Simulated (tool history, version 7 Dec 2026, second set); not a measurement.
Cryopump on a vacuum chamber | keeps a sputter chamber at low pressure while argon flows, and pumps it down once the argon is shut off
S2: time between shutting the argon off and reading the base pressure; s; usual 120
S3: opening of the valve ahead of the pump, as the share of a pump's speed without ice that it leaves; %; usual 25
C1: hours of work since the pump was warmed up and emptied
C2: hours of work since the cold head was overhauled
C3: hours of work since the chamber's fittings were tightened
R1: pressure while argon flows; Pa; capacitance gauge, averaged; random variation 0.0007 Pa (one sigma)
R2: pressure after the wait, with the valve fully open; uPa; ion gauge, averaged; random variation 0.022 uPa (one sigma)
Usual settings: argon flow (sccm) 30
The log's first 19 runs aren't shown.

run 20 hour=810.9 | argon_flow_(sccm)=22 S2=176 S3=31 | C1=789 C2=1737 C3=1902 | R1=0.0801 R2=2.59
run 21 hour=833.4 | argon_flow_(sccm)=52 S2=195 S3=30 | C1=806 C2=1753 C3=1919 | R1=0.1928 R2=2.57
run 22 hour=874.8 | argon_flow_(sccm)=23 S2=54 S3=25 | C1=836 C2=1784 C3=1949 | R1=0.1011 R2=3.45
run 23 hour=920 | argon_flow_(sccm)=16 S2=35 S3=35 | C1=870 C2=1817 C3=1983 | R1=0.0522 R2=4.06
run 24 hour=965.6 | argon_flow_(sccm)=16 S2=75 S3=41 | C1=903 C2=1851 C3=2016 | R1=0.0471 R2=3.35
run 25 hour=1000.6 | argon_flow_(sccm)=51 S2=23 S3=43 | C1=929 C2=1877 C3=2042 | R1=0.1412 R2=5.15
-- hour=1018.1 pump warmed up, emptied and cooled again
run 26 hour=1038.2 | argon_flow_(sccm)=51 S2=75 S3=18 | C1=15 C2=1901 C3=2066 | R1=0.2875 R2=2.57
run 27 hour=1087.9 | argon_flow_(sccm)=16 S2=21 S3=57 | C1=52 C2=1937 C3=2103 | R1=0.0287 R2=4.62
run 28 hour=1124.7 | argon_flow_(sccm)=20 S2=22 S3=23 | C1=79 C2=1965 C3=2130 | R1=0.0892 R2=4.54
run 29 hour=1170.8 | argon_flow_(sccm)=30 S2=21 S3=22 | C1=113 C2=1999 C3=2164 | R1=0.1384 R2=4.92
run 30 hour=1193.6 | argon_flow_(sccm)=30 S2=51 S3=48 | C1=130 C2=2015 C3=2181 | R1=0.0654 R2=3.15
run 31 hour=1247 | argon_flow_(sccm)=30 S2=51 S3=48 | C1=169 C2=2055 C3=2220 | R1=0.065 R2=3.18
run 32 hour=1294.5 | argon_flow_(sccm)=16 S2=212 S3=36 | C1=204 C2=2090 C3=2256 | R1=0.0462 R2=2.34
run 33 hour=1344.1 | argon_flow_(sccm)=18 S2=120 S3=25 | C1=241 C2=2127 C3=2292 | R1=0.0749 R2=2.58
run 34 hour=1382.4 | argon_flow_(sccm)=29 S2=143 S3=32 | C1=269 C2=2155 C3=2320 | R1=0.0964 R2=2.62

3 ways to go on from here, each from the tool as it stands after run 34. What would each give?
run A hour=1434.3 | argon_flow_(sccm)=25 S2=173 S3=27 | C1=307 C2=2193 C3=2359 | R1=? R2=?
run B hour=1434.3 | argon_flow_(sccm)=23 S2=154 S3=25 | C1=307 C2=2193 C3=2359 | R1=? R2=?
run C hour=1434.3 | argon_flow_(sccm)=30 S2=243 S3=25 | C1=307 C2=2193 C3=2359 | R1=? R2=?

run=A R1=0.0959 R2=2.54
run=B R1=0.0959 R2=2.68
run=C R1=0.1242 R2=2.46
Without the tool's hidden state the same runs would have given:
run=A R1=0.0923 R2=0.49
run=B R1=0.0925 R2=0.57
run=C R1=0.1199 R2=0.42

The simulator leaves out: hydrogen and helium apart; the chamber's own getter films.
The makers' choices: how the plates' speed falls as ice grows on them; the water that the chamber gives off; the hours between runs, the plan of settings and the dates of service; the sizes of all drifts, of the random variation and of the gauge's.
